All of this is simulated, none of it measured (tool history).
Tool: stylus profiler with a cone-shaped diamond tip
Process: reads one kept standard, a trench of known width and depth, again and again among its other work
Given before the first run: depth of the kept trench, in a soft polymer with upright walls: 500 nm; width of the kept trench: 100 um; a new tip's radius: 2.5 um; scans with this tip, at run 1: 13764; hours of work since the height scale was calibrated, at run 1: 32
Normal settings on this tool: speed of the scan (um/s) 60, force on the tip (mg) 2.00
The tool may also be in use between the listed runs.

| run | day | speed of the scan (um/s) | force on the tip (mg) | scans with this tip | hours of work since the height scale was calibrated | depth of the trench (angstrom) | width of the trench's floor (um) |
|---|---|---|---|---|---|---|---|
| 1 | 0.000 | 60 | 2.00 | 13764 | 32 | 5030.0 | 96.61 |
| 2 | 2.192 | 60 | 0.91 | 14075 | 67 | 5019.7 | 96.41 |
| 3 | 5.054 | 60 | 2.28 | 14481 | 114 | 5037.1 | 96.62 |
| 4 | 8.512 | 60 | 2.28 | 14972 | 170 | 5034.2 | 96.63 |
| 5 | 10.275 | 60 | 2.00 | 15222 | 199 | 5030.0 | 96.60 |
| 6 | 13.062 | 60 | 2.00 | 15617 | 244 | 5030.9 | 96.63 |
| 7 | 14.904 | 60 | 2.00 | 15879 | 274 | 5030.7 | 96.62 |
| 8 | 17.871 | 60 | 2.00 | 16299 | 323 | 5032.1 | 96.63 |
| 9 | 20.888 | 60 | 1.43 | 16727 | 372 | 5025.2 | 96.49 |
| 10 | 23.550 | 60 | 1.21 | 17105 | 415 | 5023.9 | 96.45 |
| 11 | 26.208 | 60 | 1.21 | 17482 | 458 | 5022.7 | 96.51 |
| 12 | 29.300 | 60 | 1.21 | 17921 | 509 | 5025.3 | 96.46 |
| 13 | 30.967 | 60 | 1.25 | 18157 | 536 | 5025.1 | 96.51 |
| 14 | 34.658 | 60 | 2.00 | 18680 | 596 | 5032.2 | 96.59 |
| 15 | 37.754 | 29 | 2.00 | 19120 | 646 | 5032.4 | 96.80 |
| 16 | 40.400 | 60 | 1.04 | 19495 | 689 | 5019.8 | 96.39 |
|  | 43.746 | new tip fitted, height scale calibrated |
| 17 | 43.746 | 166 | 0.77 | 0 | 0 | 5017.7 | 95.26 |
| 18 | 45.871 | 133 | 2.31 | 302 | 35 | 5033.6 | 96.19 |
| 19 | 49.804 | 39 | 1.57 | 860 | 99 | 5025.7 | 96.70 |
| 20 | 53.838 | 227 | 1.53 | 1432 | 164 | 5026.8 | 95.30 |
| 21 | 57.796 | 21 | 2.14 | 1994 | 229 | 5031.8 | 96.87 |
| 22 | 61.258 | 21 | 2.14 | 2485 | 285 | 5034.1 | 96.84 |
| 23 | 64.221 | 116 | 1.31 | 2905 | 333 | 5025.3 | 96.08 |
| 24 | 67.546 | 61 | 0.90 | 3377 | 387 | 5019.7 | 96.44 |
| 25 | 71.175 | 19 | 1.30 | 3891 | 446 | 5023.2 | 96.79 |
| 26 | 73.871 | 202 | 5.08 | 4274 | 490 | 5058.7 | 96.20 |

Estimate the outcome of run 27 from the log above:
| 27 | 76.000 | 135 | 2.37 | 4576 | 525 | ? | ? |

Run 27 measured depth of the trench (angstrom) 5033.0, width of the trench's floor (um) 96.19.
If the tool had no hidden condition, the same run with the same run-to-run variation would have returned depth of the trench (angstrom) 5033.0, width of the trench's floor (um) 96.19.
